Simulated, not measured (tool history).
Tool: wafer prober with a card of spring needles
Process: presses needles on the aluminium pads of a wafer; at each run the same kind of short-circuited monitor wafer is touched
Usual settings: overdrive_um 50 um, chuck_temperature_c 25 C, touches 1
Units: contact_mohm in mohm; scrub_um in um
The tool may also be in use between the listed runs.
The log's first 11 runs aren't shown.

run	hour	overdrive_um	chuck_temperature_c	touches	touches since the tips were cleaned	cleanings since the card got new needles	touches since the first contact's height was set	contact_mohm	scrub_um
# hour 268.9: tips cleaned on abrasive film
# hour 283.0: tips cleaned on abrasive film
# hour 297.2: tips cleaned on abrasive film
12	297.2	64	25	1	0	37	31494	132	16.84
# hour 313.7: tips cleaned on abrasive film
# hour 327.7: tips cleaned on abrasive film
13	327.9	50	25	1	81	39	44453	141	12.98
# hour 341.7: tips cleaned on abrasive film
14	346.8	50	25	2	2136	40	52427	162	12.99
# hour 358.0: tips cleaned on abrasive film
# hour 372.2: tips cleaned on abrasive film
15	376.1	50	25	2	1634	42	64801	154	13.01
# hour 379.2: height of the first contact set anew
# hour 388.3: tips cleaned on abrasive film
16	399.8	30	55	2	4910	43	8700	242	7.91
# hour 404.1: tips cleaned on abrasive film
# hour 418.5: tips cleaned on abrasive film
17	419.7	55	67	2	518	45	17087	142	14.46
# hour 435.3: tips cleaned on abrasive film
18	440.9	50	94	2	2395	46	26041	173	13.01
# hour 449.9: tips cleaned on abrasive film
19	458.4	33	80	3	3635	47	33433	190	8.61
# hour 466.0: tips cleaned on abrasive film
# hour 480.8: tips cleaned on abrasive film
# hour 494.7: tips cleaned on abrasive film
20	498.2	35	77	2	1501	50	50210	190	9.03
# hour 511.0: tips cleaned on abrasive film
21	519.4	33	77	2	3582	51	59185	231	8.49
# hour 525.8: tips cleaned on abrasive film
# hour 537.9: height of the first contact set anew
# hour 540.8: tips cleaned on abrasive film
22	541.0	31	31	1	65	53	1272	155	8.29
# hour 554.6: tips cleaned on abrasive film
# hour 569.7: tips cleaned on abrasive film
23	572.4	31	31	1	1154	55	14543	213	8.12
# hour 584.2: tips cleaned on abrasive film
# hour 597.9: tips cleaned on abrasive film
# hour 613.4: tips cleaned on abrasive film
24	614.4	31	31	1	437	58	32264	177	7.98
# hour 628.5: tips cleaned on abrasive film
# hour 643.7: tips cleaned on abrasive film
25	647.1	43	91	2	1435	60	46074	176	11.16
# hour 659.6: tips cleaned on abrasive film
# hour 673.3: tips cleaned on abrasive film
26	678.4	33	82	1	2190	62	59321	246	8.39
# hour 688.6: tips cleaned on abrasive film
# hour 695.0: height of the first contact set anew
# hour 703.6: tips cleaned on abrasive film
27	709.7	41	32	2	2594	64	6187	182	10.78
# hour 717.8: tips cleaned on abrasive film
# hour 732.9: tips cleaned on abrasive film
# hour 746.6: tips cleaned on abrasive film
28	747.4	41	32	2	357	67	22090	144	10.73
# hour 760.4: tips cleaned on abrasive film
# hour 775.7: tips cleaned on abrasive film
29	778.7	50	46	2	1246	69	35276	155	13.13
# hour 791.4: tips cleaned on abrasive film
# hour 807.7: tips cleaned on abrasive film
30	816.1	62	31	3	3586	71	51127	146	16.15

4 ways to go on from here, each from the tool as it stands after run 30. What would each give?
# hour 821.5: tips cleaned on abrasive film
A	833.8	36	27	1	5227	72	58570	?	?
# hour 821.5: tips cleaned on abrasive film
B	833.8	43	31	3	5227	72	58570	?	?
# hour 821.5: tips cleaned on abrasive film
C	833.8	50	48	3	5227	72	58570	?	?
# hour 821.5: tips cleaned on abrasive film
D	833.8	30	102	3	5227	72	58570	?	?

run	contact_mohm	scrub_um
A	278	9.27
B	172	11.09
C	161	12.96
D	217	7.61
Without the tool's hidden state the same runs would have given:
run	contact_mohm	scrub_um
A	128	9.56
B	131	11.38
C	131	13.25
D	147	7.90

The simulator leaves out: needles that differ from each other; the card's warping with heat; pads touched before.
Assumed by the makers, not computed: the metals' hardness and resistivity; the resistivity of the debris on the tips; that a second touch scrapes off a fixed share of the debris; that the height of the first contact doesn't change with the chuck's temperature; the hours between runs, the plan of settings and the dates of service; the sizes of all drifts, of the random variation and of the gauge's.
